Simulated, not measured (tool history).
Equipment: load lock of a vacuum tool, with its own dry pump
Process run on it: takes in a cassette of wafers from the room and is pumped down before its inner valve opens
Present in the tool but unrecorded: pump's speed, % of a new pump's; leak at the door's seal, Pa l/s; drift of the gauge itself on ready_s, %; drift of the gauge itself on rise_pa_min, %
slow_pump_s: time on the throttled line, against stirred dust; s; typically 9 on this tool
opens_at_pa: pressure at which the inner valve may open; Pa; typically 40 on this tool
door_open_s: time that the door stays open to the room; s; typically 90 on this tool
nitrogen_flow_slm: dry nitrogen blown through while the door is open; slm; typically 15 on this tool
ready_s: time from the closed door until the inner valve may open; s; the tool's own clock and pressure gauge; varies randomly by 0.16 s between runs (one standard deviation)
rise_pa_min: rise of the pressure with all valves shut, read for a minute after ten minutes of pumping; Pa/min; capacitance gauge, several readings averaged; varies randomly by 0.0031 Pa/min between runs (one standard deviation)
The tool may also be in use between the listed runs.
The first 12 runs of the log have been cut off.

run    hour  slow_pump_s  opens_at_pa  door_open_s  nitrogen_flow_slm  hours that the pump has run since its overhaul  times that the door has closed on its seal  incoming humidity of the room's air, %  ready_s  rise_pa_min
 13  1926.3            9           67           90                 15                                           12598                                       18442                                    43.5     16.7        0.057
 14  2146.4            9           67           90                 15                                           12818                                       19013                                    48.4     16.7        0.062
 15  2364.2            9           71           90                 15                                           13036                                       19577                                    44.6     16.5        0.059
 16  2478.0            9           40           90                 15                                           13150                                       19872                                    47.3     17.4        0.064
 17  2706.0            9           40          149                 15                                           13378                                       20462                                    42.3     17.4        0.075
 18  2961.9            9           66           90                 15                                           13634                                       21125                                    43.5     16.6        0.057
 19  3078.1            9           47          140                  6                                           13750                                       21426                                    45.7     17.1        0.089
 20  3321.0            5           40           32                 15                                           13993                                       22055                                    47.7     14.6        0.039
 21  3430.8            8           39           90                 15                                           14103                                       22340                                    47.6     16.6        0.068
 22  3555.4           17           39           90                 15                                           14227                                       22662                                    42.9     23.2        0.058
 23  3736.0            9           40           53                 15                                           14408                                       23130                                    43.7     17.6        0.046
 24  3988.7            8           68           62                 10                                           14661                                       23785                                    45.4     16.2        0.056
 25  4114.6            8           68           62                 10                                           14787                                       24111                                    47.7     16.1        0.057
 26  4342.0            9           33          149                 15                                           15014                                       24700                                    48.4     17.6        0.078
     4499.3  -- dry pump taken out, an overhauled one fitted
 27  4541.2            9           33          149                 15                                              42                                       25201                                    47.1     17.6        0.076
 28  4705.9            5           37           90                 15                                             207                                       25627                                    43.8     14.5        0.054
 29  4957.8            7           37           72                 15                                             459                                       26280                                    41.9     16.1        0.051
 30  5131.4            5           58           90                  8                                             632                                       26729                                    50.4     14.0        0.074
 31  5381.5            5           30           90                 23                                             882                                       27377                                    47.6     15.3        0.050
 32  5485.5            5           30           75                 24                                             986                                       27647                                    47.5     15.4        0.049
 33  5651.6           18           71           70                 15                                            1152                                       28077                                    49.5     22.9        0.050
 34  5891.5           18           71           70                 15                                            1392                                       28698                                    45.5     22.7        0.055
 35  6004.5           18           71           70                 15                                            1505                                       28991                                    44.9     23.0        0.057
 36  6108.0            8           76           72                 15                                            1609                                       29259                                    46.6     15.8        0.050

Predict each of these 5 candidate next runs independently; none follows another, all start after run 36:
  A  6277.4           15           31           65                 15                                            1778                                       29698                                    44.2        ?            ?
  B  6277.4            8           36           47                  6                                            1778                                       29698                                    46.4        ?            ?
  C  6277.4            8           76           33                 15                                            1778                                       29698                                    48.9        ?            ?
  D  6277.4            8           36           31                 15                                            1778                                       29698                                    47.4        ?            ?
  E  6277.4           13           76           72                  7                                            1778                                       29698                                    46.3        ?            ?

run  ready_s  rise_pa_min
  A     22.1        0.052
  B     16.9        0.053
  C     15.9        0.042
  D     16.9        0.038
  E     19.4        0.067
With no hidden state in the tool, these same runs would have given:
run  ready_s  rise_pa_min
  A     22.1        0.051
  B     16.9        0.053
  C     15.9        0.041
  D     16.9        0.037
  E     19.4        0.066
